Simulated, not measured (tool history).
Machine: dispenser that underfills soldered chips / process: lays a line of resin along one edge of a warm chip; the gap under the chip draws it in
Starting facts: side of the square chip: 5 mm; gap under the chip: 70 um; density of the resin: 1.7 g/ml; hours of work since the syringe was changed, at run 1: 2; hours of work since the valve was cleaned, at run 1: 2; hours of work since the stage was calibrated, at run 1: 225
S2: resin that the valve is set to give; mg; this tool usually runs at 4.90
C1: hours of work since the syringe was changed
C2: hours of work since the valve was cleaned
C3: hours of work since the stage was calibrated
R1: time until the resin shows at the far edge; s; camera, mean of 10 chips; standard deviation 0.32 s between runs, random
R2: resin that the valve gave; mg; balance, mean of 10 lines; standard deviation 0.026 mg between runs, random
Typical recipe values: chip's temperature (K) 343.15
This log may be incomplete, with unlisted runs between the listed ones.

run 1 hour=0.0 | chip's_temperature_(K)=343.15 S2=4.90 | C1=2 C2=2 C3=225 | R1=10.7 R2=4.88
-- hour=5.8 new syringe of resin
run 2 hour=8.3 | chip's_temperature_(K)=343.15 S2=4.90 | C1=2 C2=7 C3=230 | R1=10.9 R2=4.88
-- hour=14.4 new syringe of resin
run 3 hour=15.2 | chip's_temperature_(K)=343.15 S2=4.90 | C1=1 C2=11 C3=235 | R1=10.2 R2=4.86
-- hour=22.8 new syringe of resin
run 4 hour=26.4 | chip's_temperature_(K)=343.15 S2=4.34 | C1=2 C2=19 C3=242 | R1=11.8 R2=4.27
-- hour=31.2 new syringe of resin
run 5 hour=37.5 | chip's_temperature_(K)=343.15 S2=4.34 | C1=4 C2=26 C3=249 | R1=13.2 R2=4.30
-- hour=39.7 new syringe of resin
-- hour=49.0 new syringe of resin
run 6 hour=49.0 | chip's_temperature_(K)=331.15 S2=4.90 | C1=0 C2=33 C3=256 | R1=14.9 R2=4.78
run 7 hour=54.4 | chip's_temperature_(K)=331.15 S2=4.90 | C1=4 C2=36 C3=260 | R1=19.2 R2=4.76
-- hour=57.6 new syringe of resin
run 8 hour=60.4 | chip's_temperature_(K)=351.15 S2=4.90 | C1=2 C2=40 C3=263 | R1=8.6 R2=4.75
-- hour=66.4 new syringe of resin
run 9 hour=68.6 | chip's_temperature_(K)=351.15 S2=4.90 | C1=1 C2=45 C3=268 | R1=9.1 R2=4.76
-- hour=75.3 new syringe of resin
run 10 hour=75.5 | chip's_temperature_(K)=343.15 S2=4.90 | C1=0 C2=49 C3=273 | R1=9.8 R2=4.74
run 11 hour=81.8 | chip's_temperature_(K)=343.15 S2=4.90 | C1=4 C2=54 C3=277 | R1=13.5 R2=4.71
-- hour=83.6 new syringe of resin
run 12 hour=87.2 | chip's_temperature_(K)=343.15 S2=4.90 | C1=2 C2=57 C3=280 | R1=11.9 R2=4.66
-- hour=92.1 new syringe of resin
run 13 hour=92.7 | chip's_temperature_(K)=343.15 S2=4.90 | C1=0 C2=60 C3=284 | R1=10.0 R2=4.71
run 14 hour=98.5 | chip's_temperature_(K)=347.15 S2=4.90 | C1=4 C2=64 C3=287 | R1=11.9 R2=4.71
-- hour=101.0 new syringe of resin
run 15 hour=105.1 | chip's_temperature_(K)=347.15 S2=4.90 | C1=3 C2=68 C3=292 | R1=10.1 R2=4.73
-- hour=109.8 new syringe of resin
run 16 hour=110.4 | chip's_temperature_(K)=343.15 S2=4.90 | C1=0 C2=71 C3=295 | R1=10.1 R2=4.67
-- hour=115.4 dispensing valve cleaned and set on the balance
run 17 hour=116.4 | chip's_temperature_(K)=343.15 S2=4.90 | C1=4 C2=1 C3=298 | R1=12.3 R2=4.87
-- hour=119.6 new syringe of resin
run 18 hour=121.5 | chip's_temperature_(K)=343.15 S2=4.90 | C1=1 C2=4 C3=301 | R1=10.5 R2=4.90
-- hour=128.0 new syringe of resin
run 19 hour=131.6 | chip's_temperature_(K)=340.15 S2=4.51 | C1=2 C2=10 C3=308 | R1=12.9 R2=4.47
-- hour=136.5 new syringe of resin
run 20 hour=139.6 | chip's_temperature_(K)=343.15 S2=4.27 | C1=2 C2=15 C3=313 | R1=11.3 R2=4.23
-- hour=145.3 new syringe of resin
run 21 hour=150.7 | chip's_temperature_(K)=340.15 S2=5.44 | C1=4 C2=22 C3=320 | R1=13.2 R2=5.32
-- hour=154.2 new syringe of resin
run 22 hour=158.0 | chip's_temperature_(K)=330.15 S2=5.01 | C1=2 C2=27 C3=324 | R1=17.8 R2=4.90
-- hour=163.2 new syringe of resin
run 23 hour=164.8 | chip's_temperature_(K)=332.15 S2=4.83 | C1=1 C2=31 C3=329 | R1=15.4 R2=4.70
run 24 hour=169.5 | chip's_temperature_(K)=333.15 S2=4.31 | C1=4 C2=34 C3=332 | R1=19.2 R2=4.19
-- hour=172.1 new syringe of resin
run 25 hour=177.3 | chip's_temperature_(K)=333.15 S2=4.31 | C1=3 C2=39 C3=336 | R1=18.2 R2=4.19
-- hour=180.9 new syringe of resin
run 26 hour=184.1 | chip's_temperature_(K)=343.15 S2=4.49 | C1=2 C2=43 C3=341 | R1=10.8 R2=4.35
-- hour=189.8 new syringe of resin
run 27 hour=192.4 | chip's_temperature_(K)=343.15 S2=4.49 | C1=2 C2=49 C3=346 | R1=10.6 R2=4.32
run 28 hour=197.2 | chip's_temperature_(K)=343.15 S2=4.49 | C1=5 C2=52 C3=349 | R1=14.1 R2=4.30
-- hour=198.4 new syringe of resin
run 29 hour=202.9 | chip's_temperature_(K)=341.15 S2=5.14 | C1=3 C2=55 C3=353 | R1=12.2 R2=4.97
-- hour=207.2 new syringe of resin
run 30 hour=210.9 | chip's_temperature_(K)=343.15 S2=4.45 | C1=2 C2=60 C3=358 | R1=11.5 R2=4.27
-- hour=216.2 new syringe of resin
run 31 hour=217.3 | chip's_temperature_(K)=343.15 S2=4.45 | C1=1 C2=64 C3=362 | R1=10.1 R2=4.26
-- hour=225.1 new syringe of resin
run 32 hour=225.9 | chip's_temperature_(K)=343.15 S2=4.45 | C1=1 C2=70 C3=367 | R1=10.0 R2=4.22
run 33 hour=230.5 | chip's_temperature_(K)=346.15 S2=4.28 | C1=4 C2=73 C3=370 | R1=11.6 R2=4.02
-- hour=233.2 dispensing valve cleaned and set on the balance
-- hour=234.7 new syringe of resin
run 34 hour=239.1 | chip's_temperature_(K)=344.15 S2=4.90 | C1=3 C2=4 C3=375 | R1=11.7 R2=4.85
-- hour=243.3 new syringe of resin
run 35 hour=245.6 | chip's_temperature_(K)=342.15 S2=5.17 | C1=1 C2=8 C3=379 | R1=11.3 R2=5.13

For each run, the measured value with the value that run would have given without the tool's hidden condition subtracted. The run-to-run variation is shared by both, the gauge scatter possibly not:
The hidden state here: resin's viscosity, % of fresh resin's; dose that the valve gives, % of what is set; true chip temperature over the reading, C; drift of the gauge itself on fill_s, %; drift of the gauge itself on given_mg, %.
run=1 R1=+0.9 R2=-0.01
run=2 R1=+0.8 R2=-0.02
run=3 R1=-0.1 R2=-0.04
run=4 R1=+1.5 R2=-0.05
run=5 R1=+3.0 R2=-0.07
run=6 R1=-0.9 R2=-0.11
run=7 R1=+3.6 R2=-0.11
run=8 R1=+0.9 R2=-0.13
run=9 R1=+0.4 R2=-0.14
run=10 R1=-0.6 R2=-0.16
run=11 R1=+2.9 R2=-0.16
run=12 R1=+1.5 R2=-0.18
run=13 R1=-0.2 R2=-0.18
run=14 R1=+2.7 R2=-0.20
run=15 R1=+1.4 R2=-0.21
run=16 R1=-0.3 R2=-0.22
run=17 R1=+2.4 R2=-0.02
run=18 R1=+0.6 R2=-0.03
run=19 R1=+1.4 R2=-0.04
run=20 R1=+0.9 R2=-0.05
run=21 R1=+2.3 R2=-0.09
run=22 R1=+2.1 R2=-0.10
run=23 R1=+0.3 R2=-0.11
run=24 R1=+4.2 R2=-0.10
run=25 R1=+3.3 R2=-0.12
run=26 R1=+1.1 R2=-0.13
run=27 R1=+0.9 R2=-0.15
run=28 R1=+3.9 R2=-0.16
run=29 R1=+1.8 R2=-0.20
run=30 R1=+1.4 R2=-0.19
run=31 R1=+0.0 R2=-0.20
run=32 R1=-0.2 R2=-0.21
run=33 R1=+2.2 R2=-0.22
run=34 R1=+1.7 R2=-0.02
run=35 R1=+0.6 R2=-0.04
